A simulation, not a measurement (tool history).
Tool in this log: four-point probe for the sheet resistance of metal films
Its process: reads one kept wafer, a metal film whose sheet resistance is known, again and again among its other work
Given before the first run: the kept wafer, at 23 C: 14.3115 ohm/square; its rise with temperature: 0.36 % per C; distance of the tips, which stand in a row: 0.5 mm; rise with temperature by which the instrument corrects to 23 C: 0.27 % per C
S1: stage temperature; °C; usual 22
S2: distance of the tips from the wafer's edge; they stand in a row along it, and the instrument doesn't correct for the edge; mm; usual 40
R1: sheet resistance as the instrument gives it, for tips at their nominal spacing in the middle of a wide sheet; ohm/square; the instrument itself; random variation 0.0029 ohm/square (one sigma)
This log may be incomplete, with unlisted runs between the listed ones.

{"run": 1, "day": 0.0, "S1": 22, "S2": 40, "R1": 14.301865}
{"run": 2, "day": 1.421, "S1": 30, "S2": 40, "R1": 14.404789}
{"run": 3, "day": 3.004, "S1": 22, "S2": 31, "R1": 14.30014}
{"run": 4, "day": 4.596, "S1": 22, "S2": 31, "R1": 14.302537}
{"run": 5, "day": 5.767, "S1": 22, "S2": 31, "R1": 14.300051}
{"run": 6, "day": 6.621, "S1": 22, "S2": 31, "R1": 14.300921}
{"run": 7, "day": 7.771, "S1": 22, "S2": 31, "R1": 14.301574}
{"run": 8, "day": 8.488, "S1": 35, "S2": 5, "R1": 14.534686}
{"run": 9, "day": 9.454, "S1": 35, "S2": 5, "R1": 14.539922}
{"run": 10, "day": 10.362, "S1": 23, "S2": 21, "R1": 14.315427}
{"run": 11, "day": 11.379, "S1": 19, "S2": 11, "R1": 14.275679}
{"run": 12, "day": 12.542, "S1": 27, "S2": 40, "R1": 14.36189}
{"run": 13, "day": 13.558, "S1": 26, "S2": 37, "R1": 14.351137}

Below are 3 alternative next runs, each starting from the tool's condition after run 13. Predict each:
{"day": 14.238, "done": "stage's thermometer calibrated"}
{"run": "A", "day": 14.275, "S1": 32, "S2": 4, "R1": "?"}
{"day": 14.238, "done": "stage's thermometer calibrated"}
{"run": "B", "day": 14.275, "S1": 21, "S2": 20, "R1": "?"}
{"day": 14.238, "done": "stage's thermometer calibrated"}
{"run": "C", "day": 14.275, "S1": 19, "S2": 48, "R1": "?"}

run=A R1=14.543595
run=B R1=14.290935
run=C R1=14.263091
Without the tool's unlogged condition, the same runs would have read:
run=A R1=14.543357
run=B R1=14.290699
run=C R1=14.262857
